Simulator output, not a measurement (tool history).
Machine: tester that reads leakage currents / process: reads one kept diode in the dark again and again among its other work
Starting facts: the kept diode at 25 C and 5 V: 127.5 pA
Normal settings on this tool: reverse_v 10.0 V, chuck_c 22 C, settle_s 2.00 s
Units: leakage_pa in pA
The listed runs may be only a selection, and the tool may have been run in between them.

run,hour,reverse_v,chuck_c,settle_s,leakage_pa
1,0.0,10.0,22,2.00,142.56
2,100.1,10.0,22,2.00,140.99
3,185.8,10.0,22,2.00,140.08
4,265.8,6.0,22,2.00,104.71
# hour 367.4: chuck's temperature calibrated
5,409.0,6.0,22,2.00,110.89
6,520.8,6.0,22,2.00,109.67
7,631.4,12.8,22,2.00,165.48
8,783.8,10.0,22,2.00,141.76
9,900.3,10.0,22,2.00,140.43
10,981.9,10.0,22,2.00,138.60
11,1062.9,10.0,22,2.00,137.10
# hour 1154.4: chuck's temperature calibrated
12,1203.3,10.0,22,2.00,148.16
13,1294.2,1.2,36,1.74,141.30
14,1428.7,1.2,32,0.67,101.77
15,1506.0,5.1,22,0.39,99.41
16,1577.9,5.1,22,0.39,99.09
17,1720.6,6.7,45,0.39,665.85
18,1835.3,2.0,22,0.39,57.34
# hour 1943.9: chuck's temperature calibrated
19,1995.3,6.3,27,1.05,173.04
20,2063.3,14.5,24,8.93,211.31
# hour 2132.0: probe card cleaned and baked
21,2186.5,14.5,24,5.40,199.92
22,2254.1,9.5,47,2.08,937.37
23,2342.5,6.6,51,3.56,1011.37
24,2416.8,3.2,51,1.02,682.92

Predict each of these 4 candidate next runs independently; none follows another, all start after run 24:
A,2503.9,1.9,23,1.50,?
B,2503.9,6.8,22,2.00,?
C,2503.9,10.3,49,6.23,?
D,2503.9,8.6,27,5.33,?

run,leakage_pa
A,60.16
B,109.36
C,1098.63
D,187.58
With no hidden state in the tool, these same runs would have given:
run,leakage_pa
A,64.56
B,117.20
C,1169.40
D,200.83
